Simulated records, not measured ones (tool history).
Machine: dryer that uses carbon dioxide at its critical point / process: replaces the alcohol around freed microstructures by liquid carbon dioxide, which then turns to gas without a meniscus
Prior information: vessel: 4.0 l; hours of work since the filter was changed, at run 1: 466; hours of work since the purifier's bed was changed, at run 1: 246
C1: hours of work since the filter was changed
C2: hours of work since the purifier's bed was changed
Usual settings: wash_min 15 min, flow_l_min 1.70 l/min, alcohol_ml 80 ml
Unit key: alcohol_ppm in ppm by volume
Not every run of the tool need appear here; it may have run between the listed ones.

{"run": 1, "hour": 0.0, "wash_min": 15, "flow_l_min": 1.7, "alcohol_ml": 80, "C1": 466, "C2": 246, "alcohol_ppm": 214}
{"hour": 33.2, "done": "inlet filter changed"}
{"run": 2, "hour": 46.5, "wash_min": 15, "flow_l_min": 1.7, "alcohol_ml": 80, "C1": 7, "C2": 269, "alcohol_ppm": 164}
{"run": 3, "hour": 72.3, "wash_min": 15, "flow_l_min": 1.7, "alcohol_ml": 80, "C1": 20, "C2": 283, "alcohol_ppm": 164}
{"run": 4, "hour": 120.5, "wash_min": 15, "flow_l_min": 1.7, "alcohol_ml": 80, "C1": 45, "C2": 307, "alcohol_ppm": 178}
{"run": 5, "hour": 156.7, "wash_min": 15, "flow_l_min": 1.75, "alcohol_ml": 80, "C1": 63, "C2": 326, "alcohol_ppm": 181}
{"run": 6, "hour": 192.8, "wash_min": 18, "flow_l_min": 1.7, "alcohol_ml": 80, "C1": 81, "C2": 344, "alcohol_ppm": 150}
{"run": 7, "hour": 219.1, "wash_min": 18, "flow_l_min": 1.7, "alcohol_ml": 80, "C1": 95, "C2": 357, "alcohol_ppm": 162}
{"run": 8, "hour": 254.4, "wash_min": 15, "flow_l_min": 1.7, "alcohol_ml": 31, "C1": 113, "C2": 375, "alcohol_ppm": 185}
{"run": 9, "hour": 307.9, "wash_min": 15, "flow_l_min": 1.7, "alcohol_ml": 61, "C1": 140, "C2": 403, "alcohol_ppm": 215}
{"run": 10, "hour": 342.0, "wash_min": 15, "flow_l_min": 1.7, "alcohol_ml": 61, "C1": 157, "C2": 420, "alcohol_ppm": 224}
{"run": 11, "hour": 392.5, "wash_min": 15, "flow_l_min": 1.7, "alcohol_ml": 61, "C1": 183, "C2": 446, "alcohol_ppm": 233}
{"run": 12, "hour": 427.9, "wash_min": 15, "flow_l_min": 1.7, "alcohol_ml": 61, "C1": 201, "C2": 464, "alcohol_ppm": 248}
{"run": 13, "hour": 473.2, "wash_min": 15, "flow_l_min": 1.7, "alcohol_ml": 61, "C1": 224, "C2": 487, "alcohol_ppm": 258}
{"run": 14, "hour": 501.1, "wash_min": 12, "flow_l_min": 1.7, "alcohol_ml": 80, "C1": 238, "C2": 501, "alcohol_ppm": 411}
{"run": 15, "hour": 530.5, "wash_min": 12, "flow_l_min": 1.7, "alcohol_ml": 80, "C1": 253, "C2": 516, "alcohol_ppm": 435}
{"run": 16, "hour": 575.0, "wash_min": 12, "flow_l_min": 1.7, "alcohol_ml": 80, "C1": 276, "C2": 539, "alcohol_ppm": 457}
{"run": 17, "hour": 606.1, "wash_min": 12, "flow_l_min": 1.7, "alcohol_ml": 80, "C1": 292, "C2": 555, "alcohol_ppm": 475}
{"run": 18, "hour": 658.6, "wash_min": 15, "flow_l_min": 1.7, "alcohol_ml": 80, "C1": 319, "C2": 581, "alcohol_ppm": 335}
{"run": 19, "hour": 701.1, "wash_min": 15, "flow_l_min": 1.7, "alcohol_ml": 80, "C1": 340, "C2": 603, "alcohol_ppm": 328}
{"run": 20, "hour": 726.6, "wash_min": 15, "flow_l_min": 1.7, "alcohol_ml": 80, "C1": 353, "C2": 616, "alcohol_ppm": 350}
{"run": 21, "hour": 776.1, "wash_min": 11, "flow_l_min": 1.81, "alcohol_ml": 57, "C1": 379, "C2": 641, "alcohol_ppm": 470}
{"run": 22, "hour": 810.0, "wash_min": 24, "flow_l_min": 2.03, "alcohol_ml": 29, "C1": 396, "C2": 659, "alcohol_ppm": 278}
{"run": 23, "hour": 840.6, "wash_min": 24, "flow_l_min": 2.03, "alcohol_ml": 29, "C1": 411, "C2": 674, "alcohol_ppm": 277}
{"run": 24, "hour": 881.5, "wash_min": 9, "flow_l_min": 1.92, "alcohol_ml": 29, "C1": 432, "C2": 695, "alcohol_ppm": 470}
{"hour": 900.7, "done": "purifier's bed changed"}
{"run": 25, "hour": 913.4, "wash_min": 12, "flow_l_min": 2.03, "alcohol_ml": 80, "C1": 447, "C2": 7, "alcohol_ppm": 132}
{"run": 26, "hour": 948.2, "wash_min": 10, "flow_l_min": 2.03, "alcohol_ml": 80, "C1": 465, "C2": 24, "alcohol_ppm": 316}
{"hour": 984.0, "done": "inlet filter changed"}
{"run": 27, "hour": 993.3, "wash_min": 10, "flow_l_min": 2.42, "alcohol_ml": 80, "C1": 5, "C2": 47, "alcohol_ppm": 69}
{"run": 28, "hour": 1046.1, "wash_min": 24, "flow_l_min": 1.7, "alcohol_ml": 71, "C1": 32, "C2": 74, "alcohol_ppm": 33}
{"run": 29, "hour": 1067.8, "wash_min": 14, "flow_l_min": 1.04, "alcohol_ml": 82, "C1": 43, "C2": 85, "alcohol_ppm": 758}
{"run": 30, "hour": 1110.6, "wash_min": 10, "flow_l_min": 2.65, "alcohol_ml": 33, "C1": 65, "C2": 107, "alcohol_ppm": 63}
{"run": 31, "hour": 1153.2, "wash_min": 15, "flow_l_min": 1.7, "alcohol_ml": 52, "C1": 86, "C2": 128, "alcohol_ppm": 95}
{"run": 32, "hour": 1198.7, "wash_min": 23, "flow_l_min": 1.97, "alcohol_ml": 50, "C1": 109, "C2": 151, "alcohol_ppm": 70}
{"run": 33, "hour": 1243.6, "wash_min": 23, "flow_l_min": 1.97, "alcohol_ml": 50, "C1": 132, "C2": 174, "alcohol_ppm": 83}
{"run": 34, "hour": 1267.8, "wash_min": 23, "flow_l_min": 1.97, "alcohol_ml": 50, "C1": 145, "C2": 187, "alcohol_ppm": 91}
{"run": 35, "hour": 1319.7, "wash_min": 20, "flow_l_min": 1.26, "alcohol_ml": 40, "C1": 171, "C2": 213, "alcohol_ppm": 129}
{"run": 36, "hour": 1356.0, "wash_min": 20, "flow_l_min": 1.26, "alcohol_ml": 40, "C1": 190, "C2": 232, "alcohol_ppm": 137}

Pick out some run-to-run changes in alcohol_ppm. Of each, how much would a tool without hidden state show as well, from the settings, what came in and chance, and how much is left for the hidden state and any gauge scatter not in both results compared?
Hidden state at play: flow that reaches the vessel past the clogged filter, %; alcohol in the recycled carbon dioxide, ppm; drift of the gauge itself on alcohol_ppm, %.
Run 24 -> 25: wash_min 9 -> 12, flow_l_min 1.92 -> 2.03, alcohol_ml 29 -> 80, purifier's bed changed. alcohol_ppm -338 ppm by volume: hidden state -290, all else -48.
Run 25 -> 26: wash_min 12 -> 10. alcohol_ppm +184 ppm by volume: hidden state +97, all else +87.
Run 26 -> 27: flow_l_min 2.03 -> 2.42, inlet filter changed. alcohol_ppm -247 ppm by volume: hidden state -153, all else -94.
Run 28 -> 29: wash_min 24 -> 14, flow_l_min 1.70 -> 1.04, alcohol_ml 71 -> 82. alcohol_ppm +725 ppm by volume: hidden state +45, all else +680.
Run 29 -> 30: wash_min 14 -> 10, flow_l_min 1.04 -> 2.65, alcohol_ml 82 -> 33. alcohol_ppm -695 ppm by volume: hidden state -30, all else -665.

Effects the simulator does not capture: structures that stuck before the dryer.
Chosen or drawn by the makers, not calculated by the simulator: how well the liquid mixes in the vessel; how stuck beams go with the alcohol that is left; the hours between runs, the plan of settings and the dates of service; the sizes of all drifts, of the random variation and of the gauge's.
